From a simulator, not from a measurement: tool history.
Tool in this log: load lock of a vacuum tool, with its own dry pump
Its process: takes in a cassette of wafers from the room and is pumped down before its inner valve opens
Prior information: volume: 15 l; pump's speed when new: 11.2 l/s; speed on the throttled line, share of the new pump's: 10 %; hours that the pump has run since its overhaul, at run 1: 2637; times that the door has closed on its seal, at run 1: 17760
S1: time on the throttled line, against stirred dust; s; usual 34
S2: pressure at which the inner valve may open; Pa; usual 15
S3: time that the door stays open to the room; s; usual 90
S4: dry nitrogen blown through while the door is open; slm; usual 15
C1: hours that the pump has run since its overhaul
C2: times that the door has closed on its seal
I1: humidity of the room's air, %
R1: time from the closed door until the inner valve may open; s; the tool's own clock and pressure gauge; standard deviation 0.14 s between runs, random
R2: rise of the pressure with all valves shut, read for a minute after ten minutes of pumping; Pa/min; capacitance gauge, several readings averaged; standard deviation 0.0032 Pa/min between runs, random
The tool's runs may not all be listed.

run	hour	S1	S2	S3	S4	C1	C2	I1	R1	R2
1	0	34	15	90	15	2637	17760	44.9	42.6	0.134
2	262.2	34	15	90	15	2899	18608	44.5	42.6	0.137
3	802.8	57	15	90	15	3440	20357	46.5	63.5	0.141
4	1306.5	57	15	90	15	3943	21986	40.6	63.5	0.132
5	1714.6	57	15	90	15	4351	23305	43.5	63.5	0.148
6	2087.5	34	27	90	15	4724	24511	41.5	42	0.15
7	2474.3	34	27	90	15	5111	25762	45.8	42.2	0.162
8	3045.1	34	27	90	15	5682	27608	42	42	0.167
9	3394.5	34	27	90	15	6031	28738	43.1	42.2	0.163
10	3827.5	34	27	90	15	6464	30139	45.3	42.1	0.178
11	4131.5	34	15	180	15	6768	31121	42.5	42.9	0.213
12	4703.7	34	15	180	15	7341	32972	47.5	43.2	0.23
13	5215	34	15	180	15	7852	34626	48.2	43.2	0.242
14	5620.2	34	15	90	15	8257	35936	44.8	43.6	0.205
15	5950.5	38	29	79	7	8587	37004	44.5	46	0.225
16	6195.2	38	29	79	7	8832	37795	47.3	46.1	0.23
17	6638.3	18	11	90	15	9275	39229	44.8	29.7	0.222
18	7146.2	28	15	90	40	9783	40871	46.5	38.1	0.193
19	7513.4	28	25	159	40	10150	42059	41.5	37.2	0.214
20	7841	34	15	113	6	10478	43118	40.5	43.5	0.273
21	8356.1	34	13	84	15	10993	44784	48.3	43.8	0.252
22	8627.6	31	16	73	15	11264	45662	44.5	40.8	0.244
23	8944.1	54	16	73	7	11581	46685	43	61.2	0.268
# hour 9278.1: door's seal changed, seat wiped
24	9290.7	54	16	73	7	11926	40	48.7	61.4	0.122
25	9843.4	34	23	86	18	12479	1828	43.4	42.9	0.085
26	10217.4	39	19	146	28	12853	3037	45	47.9	0.102
27	10777.1	39	19	146	28	13412	4847	50.4	48.1	0.109

Alternative continuations, all from the tool just after run 27; predict every row:
A	11232.7	20	19	127	28	13868	6321	45.9	?	?
B	11232.7	34	15	79	15	13868	6321	44.8	?	?
C	11232.7	21	15	90	5	13868	6321	47.8	?	?
D	11232.7	34	15	213	15	13868	6321	42.5	?	?
E	11232.7	34	15	121	15	13868	6321	45.7	?	?

run	R1	R2
A	31.1	0.097
B	43.8	0.097
C	32.4	0.143
D	43.9	0.141
E	43.9	0.117
Without the tool's hidden state the same runs would have given:
run	R1	R2
A	29.6	0.085
B	42.4	0.085
C	30.9	0.131
D	42.5	0.129
E	42.5	0.105

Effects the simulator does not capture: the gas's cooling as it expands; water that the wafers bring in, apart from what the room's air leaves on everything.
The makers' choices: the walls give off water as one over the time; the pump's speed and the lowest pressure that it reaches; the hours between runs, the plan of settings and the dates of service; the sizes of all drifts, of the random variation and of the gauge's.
